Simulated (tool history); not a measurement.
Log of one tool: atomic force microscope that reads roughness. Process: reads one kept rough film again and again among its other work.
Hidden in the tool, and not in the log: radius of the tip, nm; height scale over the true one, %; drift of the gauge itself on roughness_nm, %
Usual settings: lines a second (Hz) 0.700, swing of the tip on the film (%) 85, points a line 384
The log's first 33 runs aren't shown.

run	hour	lines a second (Hz)	swing of the tip on the film (%)	points a line	pictures with this tip	hours of work since the height scale was calibrated	roughness of the kept film (nm (root mean square))
34	374.8	1.680	82	504	86	422	2.704
35	390.6	0.700	62	384	105	434	2.874
36	403.1	0.700	85	515	119	443	2.814
37	412.9	0.768	69	370	130	450	2.881
38	421.2	0.768	69	370	140	456	2.859
39	435.6	0.733	69	370	157	467	2.868
40	449.2	1.750	85	591	172	477	2.708
41	460.8	1.750	85	591	186	486	2.695
42	470.8	1.750	85	591	197	493	2.737
43	483.6	1.750	85	591	212	503	2.708
# hour 487.4: new tip fitted
44	490.5	1.750	85	591	4	508	2.719

Run 45 comes next. What will it give?
45	502.3	0.700	76	822	17	517	?

roughness of the kept film (nm (root mean square)): 2.878
Without the tool's hidden state the same run would have given roughness of the kept film (nm (root mean square)) 2.879.
